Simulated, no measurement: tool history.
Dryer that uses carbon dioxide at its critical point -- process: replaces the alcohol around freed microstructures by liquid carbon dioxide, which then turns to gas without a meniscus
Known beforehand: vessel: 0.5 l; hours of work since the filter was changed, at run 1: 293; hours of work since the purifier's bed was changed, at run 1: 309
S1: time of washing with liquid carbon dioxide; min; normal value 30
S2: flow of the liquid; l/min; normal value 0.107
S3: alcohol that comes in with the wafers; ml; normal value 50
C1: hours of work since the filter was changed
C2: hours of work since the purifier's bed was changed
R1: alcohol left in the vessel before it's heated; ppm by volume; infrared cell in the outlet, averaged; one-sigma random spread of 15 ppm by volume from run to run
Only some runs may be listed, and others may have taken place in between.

{"run": 1, "day": 0.0, "S1": 30, "S2": 0.107, "S3": 50, "C1": 293, "C2": 309, "R1": 1190}
{"run": 2, "day": 0.433, "S1": 30, "S2": 0.107, "S3": 50, "C1": 297, "C2": 313, "R1": 1245}
{"run": 3, "day": 0.979, "S1": 30, "S2": 0.107, "S3": 50, "C1": 303, "C2": 318, "R1": 1214}
{"run": 4, "day": 1.467, "S1": 30, "S2": 0.136, "S3": 50, "C1": 307, "C2": 323, "R1": 407}
{"run": 5, "day": 1.892, "S1": 30, "S2": 0.155, "S3": 50, "C1": 311, "C2": 327, "R1": 219}
{"run": 6, "day": 2.629, "S1": 30, "S2": 0.155, "S3": 50, "C1": 318, "C2": 334, "R1": 228}
{"run": 7, "day": 3.154, "S1": 30, "S2": 0.155, "S3": 42, "C1": 323, "C2": 339, "R1": 198}
{"run": 8, "day": 3.854, "S1": 30, "S2": 0.155, "S3": 42, "C1": 330, "C2": 345, "R1": 200}
{"run": 9, "day": 4.267, "S1": 30, "S2": 0.107, "S3": 50, "C1": 334, "C2": 349, "R1": 1248}
{"run": 10, "day": 5.183, "S1": 25, "S2": 0.107, "S3": 50, "C1": 342, "C2": 358, "R1": 2565}
{"run": 11, "day": 5.875, "S1": 25, "S2": 0.107, "S3": 50, "C1": 349, "C2": 364, "R1": 2517}
{"run": 12, "day": 6.488, "S1": 25, "S2": 0.107, "S3": 50, "C1": 355, "C2": 370, "R1": 2519}
{"run": 13, "day": 7.288, "S1": 45, "S2": 0.107, "S3": 36, "C1": 362, "C2": 378, "R1": 181}
{"run": 14, "day": 7.733, "S1": 45, "S2": 0.077, "S3": 86, "C1": 366, "C2": 382, "R1": 1562}
{"run": 15, "day": 8.596, "S1": 45, "S2": 0.087, "S3": 78, "C1": 375, "C2": 390, "R1": 835}
{"run": 16, "day": 9.538, "S1": 30, "S2": 0.146, "S3": 49, "C1": 383, "C2": 399, "R1": 315}
{"run": 17, "day": 9.925, "S1": 32, "S2": 0.076, "S3": 65, "C1": 387, "C2": 403, "R1": 4915}
{"run": 18, "day": 10.729, "S1": 32, "S2": 0.076, "S3": 65, "C1": 395, "C2": 410, "R1": 4780}
{"run": 19, "day": 11.171, "S1": 37, "S2": 0.066, "S3": 49, "C1": 399, "C2": 414, "R1": 3635}
{"run": 20, "day": 11.854, "S1": 41, "S2": 0.107, "S3": 115, "C1": 405, "C2": 421, "R1": 635}
{"run": 21, "day": 12.792, "S1": 32, "S2": 0.16, "S3": 51, "C1": 414, "C2": 430, "R1": 177}
{"run": 22, "day": 13.367, "S1": 20, "S2": 0.116, "S3": 51, "C1": 420, "C2": 435, "R1": 4199}
{"run": 23, "day": 14.075, "S1": 20, "S2": 0.116, "S3": 51, "C1": 426, "C2": 442, "R1": 4276}

Forecast each of these 5 alternatives for the next run:
{"run": "A", "day": 14.867, "S1": 24, "S2": 0.107, "S3": 50, "C1": 434, "C2": 449, "R1": "?"}
{"run": "B", "day": 14.867, "S1": 47, "S2": 0.116, "S3": 51, "C1": 434, "C2": 449, "R1": "?"}
{"run": "C", "day": 14.867, "S1": 41, "S2": 0.167, "S3": 25, "C1": 434, "C2": 449, "R1": "?"}
{"run": "D", "day": 14.867, "S1": 30, "S2": 0.107, "S3": 22, "C1": 434, "C2": 449, "R1": "?"}
{"run": "E", "day": 14.867, "S1": 46, "S2": 0.107, "S3": 79, "C1": 434, "C2": 449, "R1": "?"}

run=A R1=3022
run=B R1=167
run=C R1=109
run=D R1=632
run=E R1=291
With the hidden condition removed and each run's random variation left untouched, the same runs would have given:
run=A R1=2453
run=B R1=44
run=C R1=5
run=D R1=426
run=E R1=133

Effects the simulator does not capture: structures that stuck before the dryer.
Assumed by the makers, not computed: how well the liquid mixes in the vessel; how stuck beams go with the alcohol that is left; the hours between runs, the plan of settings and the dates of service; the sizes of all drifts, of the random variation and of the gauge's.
